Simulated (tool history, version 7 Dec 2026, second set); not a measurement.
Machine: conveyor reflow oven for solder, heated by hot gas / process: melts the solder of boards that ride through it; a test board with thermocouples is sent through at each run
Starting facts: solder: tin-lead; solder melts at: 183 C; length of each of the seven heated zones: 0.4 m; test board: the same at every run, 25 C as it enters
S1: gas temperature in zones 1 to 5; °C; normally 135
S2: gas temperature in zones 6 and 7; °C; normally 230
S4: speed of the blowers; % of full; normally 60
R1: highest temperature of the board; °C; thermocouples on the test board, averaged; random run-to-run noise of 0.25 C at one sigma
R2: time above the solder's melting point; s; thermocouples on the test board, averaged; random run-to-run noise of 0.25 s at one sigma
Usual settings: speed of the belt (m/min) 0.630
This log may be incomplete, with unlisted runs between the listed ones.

run 1 hour=0.0 | S1=135 S2=230 speed_of_the_belt_(m/min)=0.630 S4=60 | R1=212.4 R2=52.3
run 2 hour=75.9 | S1=135 S2=230 speed_of_the_belt_(m/min)=0.630 S4=60 | R1=212.1 R2=51.7
run 3 hour=139.9 | S1=135 S2=230 speed_of_the_belt_(m/min)=0.630 S4=78 | R1=215.0 R2=55.5
run 4 hour=185.6 | S1=135 S2=230 speed_of_the_belt_(m/min)=0.630 S4=78 | R1=215.0 R2=55.0
run 5 hour=243.2 | S1=135 S2=230 speed_of_the_belt_(m/min)=0.630 S4=78 | R1=214.2 R2=54.4
run 6 hour=282.8 | S1=135 S2=230 speed_of_the_belt_(m/min)=0.630 S4=60 | R1=210.5 R2=50.9
run 7 hour=368.9 | S1=135 S2=230 speed_of_the_belt_(m/min)=0.630 S4=60 | R1=210.6 R2=50.4
run 8 hour=439.6 | S1=135 S2=230 speed_of_the_belt_(m/min)=0.630 S4=72 | R1=212.5 R2=53.1
run 9 hour=527.8 | S1=135 S2=230 speed_of_the_belt_(m/min)=0.630 S4=72 | R1=212.1 R2=52.6
-- hour=590.7 flux residue cleaned out of gas plates and filters
run 10 hour=590.7 | S1=135 S2=230 speed_of_the_belt_(m/min)=0.630 S4=72 | R1=214.8 R2=55.6
run 11 hour=676.0 | S1=135 S2=230 speed_of_the_belt_(m/min)=0.531 S4=72 | R1=218.4 R2=71.2
run 12 hour=738.6 | S1=135 S2=230 speed_of_the_belt_(m/min)=0.531 S4=72 | R1=218.7 R2=70.6
run 13 hour=807.5 | S1=135 S2=230 speed_of_the_belt_(m/min)=0.531 S4=72 | R1=217.9 R2=70.4
run 14 hour=880.6 | S1=135 S2=230 speed_of_the_belt_(m/min)=0.531 S4=72 | R1=217.7 R2=70.4
run 15 hour=967.0 | S1=135 S2=230 speed_of_the_belt_(m/min)=0.531 S4=72 | R1=217.5 R2=69.8
run 16 hour=1024.8 | S1=135 S2=230 speed_of_the_belt_(m/min)=0.531 S4=72 | R1=217.5 R2=69.5
run 17 hour=1111.7 | S1=147 S2=219 speed_of_the_belt_(m/min)=0.555 S4=77 | R1=207.8 R2=63.6
run 18 hour=1176.8 | S1=121 S2=223 speed_of_the_belt_(m/min)=0.715 S4=71 | R1=199.1 R2=28.9
run 19 hour=1247.0 | S1=121 S2=223 speed_of_the_belt_(m/min)=0.715 S4=71 | R1=199.3 R2=28.5
-- hour=1281.9 thermocouples of zones 6 and 7 changed
run 20 hour=1294.5 | S1=135 S2=222 speed_of_the_belt_(m/min)=0.630 S4=60 | R1=205.6 R2=45.4
run 21 hour=1382.8 | S1=135 S2=240 speed_of_the_belt_(m/min)=0.630 S4=60 | R1=220.3 R2=58.6
-- hour=1423.4 flux residue cleaned out of gas plates and filters
run 22 hour=1437.6 | S1=137 S2=240 speed_of_the_belt_(m/min)=0.630 S4=60 | R1=223.2 R2=61.8
run 23 hour=1479.4 | S1=129 S2=230 speed_of_the_belt_(m/min)=0.630 S4=60 | R1=213.1 R2=51.9
run 24 hour=1548.6 | S1=146 S2=232 speed_of_the_belt_(m/min)=0.669 S4=55 | R1=213.9 R2=54.4
run 25 hour=1617.3 | S1=134 S2=232 speed_of_the_belt_(m/min)=0.669 S4=63 | R1=213.7 R2=50.1
run 26 hour=1681.3 | S1=132 S2=231 speed_of_the_belt_(m/min)=0.669 S4=63 | R1=212.0 R2=48.3
run 27 hour=1747.9 | S1=132 S2=231 speed_of_the_belt_(m/min)=0.669 S4=63 | R1=211.9 R2=48.5
run 28 hour=1830.5 | S1=135 S2=243 speed_of_the_belt_(m/min)=0.503 S4=63 | R1=231.3 R2=83.3
run 29 hour=1911.1 | S1=135 S2=243 speed_of_the_belt_(m/min)=0.503 S4=63 | R1=230.5 R2=83.5
-- hour=1960.3 belt drive overhauled, speed set with a stopwatch
run 30 hour=1964.3 | S1=146 S2=235 speed_of_the_belt_(m/min)=0.503 S4=54 | R1=222.5 R2=80.7

Alternative continuations, all from the tool just after run 30; predict every row:
run A hour=2017.3 | S1=130 S2=222 speed_of_the_belt_(m/min)=0.545 S4=54 | R1=? R2=?
run B hour=2017.3 | S1=149 S2=232 speed_of_the_belt_(m/min)=0.630 S4=60 | R1=? R2=?
run C hour=2017.3 | S1=135 S2=229 speed_of_the_belt_(m/min)=0.573 S4=60 | R1=? R2=?

run=A R1=206.1 R2=52.1
run=B R1=215.1 R2=60.3
run=C R1=213.1 R2=58.1
With no hidden state in the tool, these same runs would have given:
run=A R1=209.1 R2=56.2
run=B R1=218.1 R2=62.9
run=C R1=216.2 R2=61.4
